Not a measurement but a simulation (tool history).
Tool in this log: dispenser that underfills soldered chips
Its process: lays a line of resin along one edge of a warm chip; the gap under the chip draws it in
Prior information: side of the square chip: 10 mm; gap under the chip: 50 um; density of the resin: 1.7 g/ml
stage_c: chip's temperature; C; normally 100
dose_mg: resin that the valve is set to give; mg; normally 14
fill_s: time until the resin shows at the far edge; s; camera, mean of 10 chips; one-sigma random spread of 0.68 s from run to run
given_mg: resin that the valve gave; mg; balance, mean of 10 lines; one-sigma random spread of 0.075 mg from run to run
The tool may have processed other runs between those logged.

run	hour	stage_c	dose_mg	fill_s	given_mg
1	0	100	14	93	13.95
# hour 3.6: new syringe of resin
2	14.8	100	18	80.3	17.85
# hour 21.4: new syringe of resin
3	25.8	100	18	68.7	17.69
4	36	100	18	89.4	17.82
# hour 39.5: new syringe of resin
5	45.8	100	18	69.5	17.68
6	55.4	100	12.7	94.8	12.5
# hour 57.8: new syringe of resin
7	61.8	100	12.7	68.8	12.45
8	72.9	100	12.7	92.7	12.4
# hour 76.3: new syringe of resin
9	82.8	100	12.7	72.2	12.28
# hour 94.1: new syringe of resin
10	97.5	100	13.4	66	12.88
11	104.4	100	13.4	78.3	12.86
12	111.3	100	14	98.1	13.49
# hour 112.6: new syringe of resin
13	124.2	100	14	83.4	13.29
# hour 130.7: new syringe of resin
14	138.3	100	14	72.1	13.45
15	147.5	100	16.2	94	15.43
# hour 148.7: new syringe of resin
16	159.1	100	12.1	83.1	11.46
# hour 166.7: new syringe of resin
17	171.3	100	12.1	69	11.35
18	180	100	12.1	89.3	11.29
# hour 185: new syringe of resin
19	194.1	100	12.1	78.8	11.29
20	200.8	113	13.5	54.8	12.52
# hour 203.7: new syringe of resin
21	212.9	99	18	78.6	16.67
# hour 221.2: dispensing valve cleaned and set on the balance
# hour 223.6: new syringe of resin
22	228	92	12.9	92.5	12.93
23	238.2	94	13	111	12.93
# hour 241.7: new syringe of resin
24	247.7	106	14.2	53.6	14.1
25	256.2	106	14.2	67.9	14.16
# hour 259.6: new syringe of resin
26	270.1	113	13.1	46.6	12.93
27	276.3	95	13.8	112.1	13.58
# hour 277.5: new syringe of resin
28	288.5	95	15	95.4	14.59
# hour 290.8: stage's temperature calibrated
# hour 296.3: new syringe of resin
29	300.8	109	15	47.4	14.63
30	312.6	109	15	67	14.67
# hour 314.3: new syringe of resin
31	326.5	87	15.1	151.8	14.59
# hour 332.5: new syringe of resin
32	340.3	87	15.1	135.3	14.44
33	348.9	96	16.1	116.1	15.41
# hour 350.5: new syringe of resin
34	356.9	96	16.1	85.2	15.45

A few steps of fill_s between consecutive runs. Split each: what settings, incoming material and random variation would produce without the hidden state, and what is left over for the hidden state, along with gauge scatter present in only one of the two compared results (measured, and without hidden state):
Hidden state at play: resin's viscosity, % of fresh resin's; dose that the valve gives, % of what is set; true chip temperature over the reading, C; drift of the gauge itself on fill_s, %; drift of the gauge itself on given_mg, %.
Run 22 -> 23: stage_c 92 -> 94, dose_mg 12.9 -> 13. fill_s +18.5 s: hidden state +27.9, all else -9.4.
Run 23 -> 24: stage_c 94 -> 106, dose_mg 13 -> 14.2, new syringe of resin. fill_s -57.4 s: hidden state -26.7, all else -30.7.
Run 26 -> 27: stage_c 113 -> 95, dose_mg 13.1 -> 13.8. fill_s +65.5 s: hidden state +28, all else +37.5.
Run 30 -> 31: stage_c 109 -> 87, dose_mg 15 -> 15.1, new syringe of resin. fill_s +84.8 s: hidden state +19.2, all else +65.6.
Run 33 -> 34: new syringe of resin. fill_s -30.9 s: hidden state -30.9, all else +0.
